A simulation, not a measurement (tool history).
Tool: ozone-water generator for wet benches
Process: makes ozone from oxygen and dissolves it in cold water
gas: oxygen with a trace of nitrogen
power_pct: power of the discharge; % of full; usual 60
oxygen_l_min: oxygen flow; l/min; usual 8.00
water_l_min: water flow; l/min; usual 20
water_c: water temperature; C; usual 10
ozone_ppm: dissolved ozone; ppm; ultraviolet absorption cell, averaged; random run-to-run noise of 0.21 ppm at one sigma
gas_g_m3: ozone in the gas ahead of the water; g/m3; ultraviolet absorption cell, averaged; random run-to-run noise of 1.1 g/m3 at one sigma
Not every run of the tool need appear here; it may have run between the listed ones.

run	hour	power_pct	oxygen_l_min	water_l_min	water_c	ozone_ppm	gas_g_m3
1	0.0	60	8.00	20	10	29.3	183.3
2	89.5	60	8.00	20	14	27.9	182.9
# hour 142.0: contactor cleaned
# hour 172.8: water thermometer calibrated
3	192.1	60	8.00	20	10	30.9	181.9
4	246.3	60	12.84	20	10	31.9	154.1
5	323.2	60	8.00	20	10	30.8	184.6
6	397.1	60	8.00	20	10	30.7	181.8
7	482.1	60	8.00	20	10	30.8	181.4
8	553.2	60	8.00	20	10	30.7	181.7
9	644.3	60	8.00	20	10	30.2	180.4
10	689.6	60	8.00	20	10	30.3	184.9
11	769.1	60	8.00	20	10	30.4	182.5
12	832.6	60	8.00	20	18	26.7	183.9
13	910.0	60	8.00	20	18	26.8	179.4
14	983.4	60	8.00	20	10	30.5	181.8
15	1043.8	60	8.00	20	10	30.3	183.1
16	1120.5	60	8.00	21	10	28.8	181.0
17	1208.9	70	8.00	13	10	44.6	200.1
18	1275.6	52	8.00	13	5	40.6	167.6
19	1335.5	60	8.00	14	13	36.6	180.6
20	1416.5	60	8.00	20	9	30.9	180.9
21	1475.8	60	8.00	20	11	29.8	181.6
22	1573.0	86	4.92	18	13	35.9	266.4
23	1660.8	60	12.19	20	10	31.0	154.3
24	1723.7	96	12.19	20	10	42.3	207.5
25	1787.9	96	12.19	20	10	41.7	207.5
26	1876.3	96	12.19	20	10	41.8	206.5
27	1969.3	96	12.19	20	10	41.5	206.4
28	2031.0	60	8.00	20	5	31.9	179.4
29	2071.0	60	8.00	20	5	32.6	180.1
30	2168.0	60	7.60	20	10	29.8	183.0
31	2259.3	60	12.88	20	6	33.6	152.9
32	2351.8	64	7.48	20	7	32.4	191.4

5 options for the next run, each taken on its own from the tool as it stands now. Forecast them:
A	2392.8	79	13.46	20	9	?	?
B	2392.8	60	7.11	20	10	?	?
C	2392.8	60	8.00	20	17	?	?
D	2392.8	64	11.64	25	8	?	?
E	2392.8	64	8.83	20	7	?	?

run	ozone_ppm	gas_g_m3
A	37.5	174.7
B	29.1	186.7
C	26.5	178.7
D	28.4	163.2
E	33.3	178.1
With the hidden condition removed and each run's random variation left untouched, the same runs would have given:
run	ozone_ppm	gas_g_m3
A	39.9	184.1
B	30.6	195.1
C	27.9	186.7
D	30.0	170.8
E	35.2	186.4
